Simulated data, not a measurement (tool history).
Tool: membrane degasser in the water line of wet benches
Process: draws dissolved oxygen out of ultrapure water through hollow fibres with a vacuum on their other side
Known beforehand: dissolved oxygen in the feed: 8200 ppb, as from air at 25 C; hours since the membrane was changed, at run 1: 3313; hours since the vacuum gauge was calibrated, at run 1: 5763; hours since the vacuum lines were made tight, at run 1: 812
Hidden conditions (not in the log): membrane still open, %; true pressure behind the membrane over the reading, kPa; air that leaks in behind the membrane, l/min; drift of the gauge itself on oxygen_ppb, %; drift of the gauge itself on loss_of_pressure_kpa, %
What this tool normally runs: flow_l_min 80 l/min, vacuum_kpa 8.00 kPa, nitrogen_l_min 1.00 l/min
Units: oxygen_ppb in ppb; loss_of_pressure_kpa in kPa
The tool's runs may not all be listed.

run	day	flow_l_min	vacuum_kpa	nitrogen_l_min	hours since the membrane was changed	hours since the vacuum gauge was calibrated	hours since the vacuum lines were made tight	oxygen_ppb	loss_of_pressure_kpa
1	0.000	80	8.00	1.00	3313	5763	812	641.3	48.50
2	2.342	80	8.00	1.00	3369	5820	868	648.2	48.34
3	5.654	80	8.00	1.00	3448	5899	948	634.2	48.72
4	8.329	80	9.28	1.00	3513	5963	1012	796.0	49.03
5	12.296	80	8.00	1.00	3608	6058	1107	637.2	48.46
6	14.817	80	8.00	1.00	3668	6119	1168	643.5	48.76
7	17.571	80	8.00	1.00	3734	6185	1234	641.0	49.04
8	20.000	80	8.00	1.00	3793	6243	1292	648.1	48.64
9	22.554	80	19.78	1.00	3854	6305	1354	1882.9	48.79
10	24.679	80	19.78	1.00	3905	6356	1405	1903.9	49.02
11	27.642	80	13.24	1.00	3976	6427	1476	1236.2	49.25
12	30.775	80	13.24	1.00	4051	6502	1551	1224.9	49.06
13	33.983	80	13.24	1.00	4128	6579	1628	1235.2	49.01
14	35.721	80	8.00	1.76	4170	6621	1670	443.6	48.95
15	39.417	80	8.00	1.00	4259	6709	1758	645.0	48.82
# day 39.625: vacuum gauge calibrated
16	41.633	49	8.00	1.00	4311	48	1811	469.1	29.87
17	43.433	49	8.00	1.00	4355	91	1854	465.2	30.07
18	46.238	49	8.00	1.00	4422	159	1921	466.0	30.22
19	48.754	58	6.50	1.00	4482	219	1982	376.6	35.67
20	51.071	58	6.50	1.00	4538	275	2037	376.4	35.79
21	52.779	80	8.00	1.51	4579	316	2078	491.1	49.15
22	55.400	80	8.00	1.51	4642	379	2141	492.0	49.36
23	57.854	119	10.77	0.74	4701	437	2200	1424.5	73.34
# day 58.446: vacuum gauge calibrated, once more
24	61.171	84	8.79	1.96	4780	65	2279	457.7	51.49
25	63.488	91	15.12	0.50	4835	121	2335	2172.4	56.50
26	66.025	91	7.79	1.83	4896	182	2396	425.6	56.22
27	69.338	104	8.00	1.76	4976	261	2475	505.2	63.89
28	71.021	74	8.81	1.00	5016	302	2516	682.0	45.31
29	73.367	80	9.80	1.00	5072	358	2572	823.3	49.46
30	75.708	80	9.80	1.00	5129	414	2628	821.8	49.87
31	77.350	54	16.09	0.85	5168	454	2668	1292.7	33.52
32	79.367	106	16.92	0.58	5216	502	2716	2474.0	65.89
33	81.304	62	9.21	0.44	5263	549	2763	1046.0	38.56

Predict each of these 3 candidate next runs independently; none follows another, all start after run 33:
A	83.700	105	5.58	1.49	5320	606	2820	?	?
B	83.700	50	19.72	1.44	5320	606	2820	?	?
C	83.700	80	7.67	1.00	5320	606	2820	?	?

run	oxygen_ppb	loss_of_pressure_kpa
A	297.4	65.25
B	1057.3	31.02
C	565.3	49.96
What these runs would have given with no unlogged condition in the tool:
run	oxygen_ppb	loss_of_pressure_kpa
A	287.9	62.03
B	1051.8	29.50
C	557.3	47.51
